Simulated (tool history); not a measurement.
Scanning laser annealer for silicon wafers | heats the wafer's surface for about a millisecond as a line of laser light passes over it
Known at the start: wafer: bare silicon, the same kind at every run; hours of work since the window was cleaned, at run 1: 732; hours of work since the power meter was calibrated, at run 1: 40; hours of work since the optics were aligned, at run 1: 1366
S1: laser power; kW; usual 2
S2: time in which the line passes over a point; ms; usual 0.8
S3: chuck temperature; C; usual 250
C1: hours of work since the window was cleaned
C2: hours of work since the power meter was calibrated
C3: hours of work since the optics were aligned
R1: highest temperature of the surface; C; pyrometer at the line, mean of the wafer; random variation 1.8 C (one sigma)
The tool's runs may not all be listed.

| run | day | S1 | S2 | S3 | C1 | C2 | C3 | R1 |
|---|---|---|---|---|---|---|---|---|
| 1 | 0 | 2 | 0.8 | 250 | 732 | 40 | 1366 | 982 |
| 2 | 1.154 | 1.831 | 0.8 | 250 | 747 | 55 | 1381 | 910 |
| 3 | 2.842 | 1.831 | 0.8 | 250 | 770 | 77 | 1403 | 907 |
|  | 3.204 | optics aligned, line set to its width |
| 4 | 4.017 | 2.148 | 0.8 | 250 | 782 | 90 | 11 | 1039 |
| 5 | 5.675 | 2.148 | 0.8 | 250 | 804 | 112 | 33 | 1034 |
| 6 | 6.383 | 2 | 0.8 | 250 | 814 | 121 | 42 | 976 |
|  | 6.983 | optics aligned, line set to its width, once more |
| 7 | 7.683 | 1.858 | 0.8 | 281 | 828 | 136 | 9 | 962 |
| 8 | 8.754 | 2.129 | 0.901 | 240 | 842 | 150 | 23 | 1090 |
| 9 | 10.046 | 1.864 | 0.609 | 250 | 860 | 167 | 41 | 845 |

The next listed run, before its measurement:
| 10 | 10.933 | 1.824 | 0.585 | 250 | 871 | 179 | 52 | ? |

R1: 818 C
Without the tool's hidden state the same run would have given R1 836 C.

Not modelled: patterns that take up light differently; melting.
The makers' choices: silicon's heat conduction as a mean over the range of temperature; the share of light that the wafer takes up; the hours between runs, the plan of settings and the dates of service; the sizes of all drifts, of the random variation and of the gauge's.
